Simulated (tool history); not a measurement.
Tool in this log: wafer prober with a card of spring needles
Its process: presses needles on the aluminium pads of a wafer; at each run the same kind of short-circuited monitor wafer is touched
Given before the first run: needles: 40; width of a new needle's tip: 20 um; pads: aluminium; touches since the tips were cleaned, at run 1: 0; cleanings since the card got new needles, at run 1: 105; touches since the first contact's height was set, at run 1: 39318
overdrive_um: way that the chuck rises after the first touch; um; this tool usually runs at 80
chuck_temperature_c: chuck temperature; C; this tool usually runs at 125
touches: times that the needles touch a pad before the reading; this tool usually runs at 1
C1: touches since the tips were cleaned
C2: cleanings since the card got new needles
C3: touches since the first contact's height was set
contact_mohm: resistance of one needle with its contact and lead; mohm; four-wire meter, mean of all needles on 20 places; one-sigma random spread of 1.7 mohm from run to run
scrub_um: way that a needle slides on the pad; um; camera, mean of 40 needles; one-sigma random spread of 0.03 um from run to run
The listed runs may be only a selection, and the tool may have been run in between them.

Run 1, hour 0: usual settings; C1 0; C2 105; C3 39318. Result: contact_mohm 199 mohm, scrub_um 20.77 um.
At hour 10.2: tips cleaned on abrasive film.
At hour 20.5: tips cleaned on abrasive film.
At hour 28.7: tips cleaned on abrasive film.
At hour 36.9: tips cleaned on abrasive film.
At hour 45.1: tips cleaned on abrasive film.
At hour 45.4: height of the first contact set anew.
Run 2, hour 50.1: usual settings but chuck_temperature_c 80 C; C1 3475; C2 110; C3 3475. Result: contact_mohm 387 mohm, scrub_um 20.88 um.
At hour 54.3: tips cleaned on abrasive film.
At hour 62.5: tips cleaned on abrasive film.
At hour 70.7: tips cleaned on abrasive film.
At hour 78.9: tips cleaned on abrasive film.
At hour 87.1: tips cleaned on abrasive film.
At hour 97.4: tips cleaned on abrasive film.
At hour 105.6: tips cleaned on abrasive film.
At hour 113.8: tips cleaned on abrasive film.
Run 3, hour 114.1: usual settings but chuck_temperature_c 80 C; C1 220; C2 118; C3 50238. Result: contact_mohm 201 mohm, scrub_um 20.77 um.
At hour 122.3: tips cleaned on abrasive film.
At hour 130.5: tips cleaned on abrasive film.
At hour 138.7: tips cleaned on abrasive film.
At hour 145.1: height of the first contact set anew.
At hour 147.2: tips cleaned on abrasive film.
At hour 156: tips cleaned on abrasive film.
Run 4, hour 156: usual settings but overdrive_um 72 um, chuck_temperature_c 80 C; C1 0; C2 123; C3 7894. Result: contact_mohm 192 mohm, scrub_um 18.79 um.
At hour 166.2: tips cleaned on abrasive film.
At hour 174.4: tips cleaned on abrasive film.
At hour 182.6: tips cleaned on abrasive film.
At hour 190.8: tips cleaned on abrasive film.
At hour 201.1: tips cleaned on abrasive film.
At hour 211.3: tips cleaned on abrasive film.
At hour 219.5: tips cleaned on abrasive film.
Run 5, hour 223.1: usual settings but overdrive_um 72 um, chuck_temperature_c 25 C; C1 2624; C2 130; C3 57060. Result: contact_mohm 431 mohm, scrub_um 18.63 um.
At hour 229.3: tips cleaned on abrasive film.
At hour 237.5: tips cleaned on abrasive film.
At hour 243.9: height of the first contact set anew.
At hour 248: tips cleaned on abrasive film.
At hour 258.3: tips cleaned on abrasive film.
At hour 267.5: tips cleaned on abrasive film.
Run 6, hour 267.5: usual settings but overdrive_um 72 um, chuck_temperature_c 25 C; C1 0; C2 135; C3 17253. Result: contact_mohm 196 mohm, scrub_um 18.73 um.
At hour 275.7: tips cleaned on abrasive film.
At hour 283.9: tips cleaned on abrasive film.
At hour 294.1: tips cleaned on abrasive film.
At hour 302.3: tips cleaned on abrasive film.
At hour 310.6: tips cleaned on abrasive film.
At hour 319.9: tips cleaned on abrasive film.
Run 7, hour 319.9: usual settings but overdrive_um 67 um; C1 0; C2 141; C3 55668. Result: contact_mohm 205 mohm, scrub_um 17.29 um.
At hour 328.2: tips cleaned on abrasive film.
At hour 338.4: tips cleaned on abrasive film.
At hour 342.8: height of the first contact set anew.
At hour 348.9: tips cleaned on abrasive film.
At hour 359.2: tips cleaned on abrasive film.
At hour 367.4: tips cleaned on abrasive film.
Run 8, hour 370.8: usual settings; C1 2500; C2 146; C3 20518. Result: contact_mohm 383 mohm, scrub_um 20.83 um.
At hour 377: tips cleaned on abrasive film.
At hour 385.2: tips cleaned on abrasive film.
At hour 393.4: tips cleaned on abrasive film.
Run 9, hour 400.3: usual settings but chuck_temperature_c 56 C; C1 5110; C2 149; C3 42144. Result: contact_mohm 519 mohm, scrub_um 20.75 um.
At hour 402.4: tips cleaned on abrasive film.
At hour 412.7: tips cleaned on abrasive film.
At hour 420.9: tips cleaned on abrasive film.
At hour 431.1: tips cleaned on abrasive film.
At hour 439.3: tips cleaned on abrasive film.
At hour 441.6: height of the first contact set anew.
Run 10, hour 441.9: usual settings; C1 1663; C2 154; C3 162. Result: contact_mohm 323 mohm, scrub_um 20.9 um.
At hour 448.1: tips cleaned on abrasive film.
At hour 456.3: tips cleaned on abrasive film.
At hour 464.5: tips cleaned on abrasive film.
At hour 474.7: tips cleaned on abrasive film.
Run 11, hour 479.6: usual settings; C1 3587; C2 158; C3 27776. Result: contact_mohm 446 mohm, scrub_um 20.8 um.
At hour 483.7: tips cleaned on abrasive film.
At hour 491.9: tips cleaned on abrasive film.
At hour 500.1: tips cleaned on abrasive film.
At hour 510.4: tips cleaned on abrasive film.
At hour 518.6: tips cleaned on abrasive film.
At hour 526.8: tips cleaned on abrasive film.
At hour 537.1: tips cleaned on abrasive film.
At hour 541.4: height of the first contact set anew.
At hour 547.6: tips cleaned on abrasive film.
Run 12, hour 552.5: usual settings but overdrive_um 99 um, chuck_temperature_c 38 C; C1 3657; C2 166; C3 8161. Result: contact_mohm 368 mohm, scrub_um 25.86 um.
At hour 556.7: tips cleaned on abrasive film.
At hour 566.9: tips cleaned on abrasive film.
At hour 575.1: tips cleaned on abrasive film.
At hour 583.4: tips cleaned on abrasive film.
Run 13, hour 589.9: usual settings but overdrive_um 75 um, touches 2; C1 4812; C2 170; C3 35496. Result: contact_mohm 389 mohm, scrub_um 19.45 um.
At hour 592: tips cleaned on abrasive film.
At hour 600.2: tips cleaned on abrasive film.
At hour 610.4: tips cleaned on abrasive film.
At hour 620.7: tips cleaned on abrasive film.
At hour 630.9: tips cleaned on abrasive film.
Run 14, hour 634: usual settings but overdrive_um 82 um, chuck_temperature_c 54 C, touches 2; C1 2277; C2 175; C3 67802. Result: contact_mohm 282 mohm, scrub_um 21.22 um.
At hour 640.2: tips cleaned on abrasive film.
At hour 640.5: height of the first contact set anew.
At hour 648.7: tips cleaned on abrasive film.
At hour 656.9: tips cleaned on abrasive film.
Run 15, hour 664.8: usual settings but touches 2; C1 5819; C2 178; C3 17831. Result: contact_mohm 384 mohm, scrub_um 20.92 um.
At hour 666.9: tips cleaned on abrasive film.
At hour 675.1: tips cleaned on abrasive film.
At hour 685.3: tips cleaned on abrasive film.
At hour 695.6: tips cleaned on abrasive film.
At hour 703.8: tips cleaned on abrasive film.
At hour 714: tips cleaned on abrasive film.
Run 16, hour 718.2: usual settings but overdrive_um 64 um, chuck_temperature_c 57 C; C1 3093; C2 184; C3 56958. Result: contact_mohm 562 mohm, scrub_um 16.51 um.
At hour 722.4: tips cleaned on abrasive film.
At hour 730.6: tips cleaned on abrasive film.
At hour 738.8: tips cleaned on abrasive film.
At hour 739.1: height of the first contact set anew.
At hour 747.3: tips cleaned on abrasive film.
At hour 755.5: tips cleaned on abrasive film.
At hour 765.8: tips cleaned on abrasive film.
At hour 774: tips cleaned on abrasive film.
At hour 784.2: tips cleaned on abrasive film.
Run 17, hour 785.9: usual settings; C1 1241; C2 192; C3 34273. Result: contact_mohm 295 mohm, scrub_um 20.79 um.
At hour 794.1: tips cleaned on abrasive film.
At hour 802.3: tips cleaned on abrasive film.
At hour 810.5: tips cleaned on abrasive film.
At hour 818.7: tips cleaned on abrasive film.
Run 18, hour 820.4: usual settings; C1 1250; C2 196; C3 59547. Result: contact_mohm 345 mohm, scrub_um 20.65 um.
At hour 828.6: tips cleaned on abrasive film.
At hour 836.9: tips cleaned on abrasive film.
At hour 837.2: height of the first contact set anew.
At hour 847.4: tips cleaned on abrasive film.
At hour 855.6: tips cleaned on abrasive film.
Run 19, hour 863.1: usual settings but overdrive_um 92 um, chuck_temperature_c 89 C; C1 5561; C2 200; C3 19073. Result: contact_mohm 487 mohm, scrub_um 23.96 um.
At hour 865.2: tips cleaned on abrasive film.
At hour 873.5: tips cleaned on abrasive film.
At hour 881.7: tips cleaned on abrasive film.
At hour 889.9: tips cleaned on abrasive film.
Run 20, hour 897: usual settings but overdrive_um 92 um, chuck_temperature_c 89 C; C1 5290; C2 204; C3 43882. Result: contact_mohm 453 mohm, scrub_um 23.89 um.
At hour 899.2: tips cleaned on abrasive film.
At hour 907.4: tips cleaned on abrasive film.
At hour 917.6: tips cleaned on abrasive film.
At hour 927.9: tips cleaned on abrasive film.
At hour 936.1: tips cleaned on abrasive film.
At hour 936.4: height of the first contact set anew.
At hour 944.6: tips cleaned on abrasive film.
At hour 952.8: tips cleaned on abrasive film.
At hour 963: tips cleaned on abrasive film.
Run 21, hour 969: usual settings but overdrive_um 92 um, chuck_temperature_c 89 C; C1 4399; C2 212; C3 23918. Result: contact_mohm 447 mohm, scrub_um 23.88 um.
At hour 973.1: tips cleaned on abrasive film.
At hour 981.3: tips cleaned on abrasive film.
At hour 991.6: tips cleaned on abrasive film.
At hour 1001.8: tips cleaned on abrasive film.
Run 22, hour 1004.3: usual settings but overdrive_um 76 um; C1 1818; C2 216; C3 49759. Result: contact_mohm 371 mohm, scrub_um 19.69 um.

Here are 3 independent what-if runs from the current tool condition. What would each one return?
At hour 1010.5: tips cleaned on abrasive film.
At hour 1018.7: tips cleaned on abrasive film.
At hour 1026.9: tips cleaned on abrasive film.
At hour 1035.1: tips cleaned on abrasive film.
At hour 1035.4: height of the first contact set anew.
At hour 1043.6: tips cleaned on abrasive film.
Run A, hour 1050.9: usual settings but overdrive_um 76 um; C1 5406; C2 221; C3 11412. Result: contact_mohm ?, scrub_um ?.
At hour 1010.5: tips cleaned on abrasive film.
At hour 1018.7: tips cleaned on abrasive film.
At hour 1026.9: tips cleaned on abrasive film.
At hour 1035.1: tips cleaned on abrasive film.
At hour 1035.4: height of the first contact set anew.
At hour 1043.6: tips cleaned on abrasive film.
Run B, hour 1050.9: usual settings but overdrive_um 76 um, chuck_temperature_c 108 C, touches 2; C1 5406; C2 221; C3 11412. Result: contact_mohm ?, scrub_um ?.
At hour 1010.5: tips cleaned on abrasive film.
At hour 1018.7: tips cleaned on abrasive film.
At hour 1026.9: tips cleaned on abrasive film.
At hour 1035.1: tips cleaned on abrasive film.
At hour 1035.4: height of the first contact set anew.
At hour 1043.6: tips cleaned on abrasive film.
Run C, hour 1050.9: usual settings but overdrive_um 61 um; C1 5406; C2 221; C3 11412. Result: contact_mohm ?, scrub_um ?.

run  contact_mohm  scrub_um
  A           592     19.85
  B           432     19.81
  C           824     15.91
Stripped of hidden state, with their random variation kept, the same runs would have yielded:
run  contact_mohm  scrub_um
  A           168     19.88
  B           167     19.85
  C           173     15.94

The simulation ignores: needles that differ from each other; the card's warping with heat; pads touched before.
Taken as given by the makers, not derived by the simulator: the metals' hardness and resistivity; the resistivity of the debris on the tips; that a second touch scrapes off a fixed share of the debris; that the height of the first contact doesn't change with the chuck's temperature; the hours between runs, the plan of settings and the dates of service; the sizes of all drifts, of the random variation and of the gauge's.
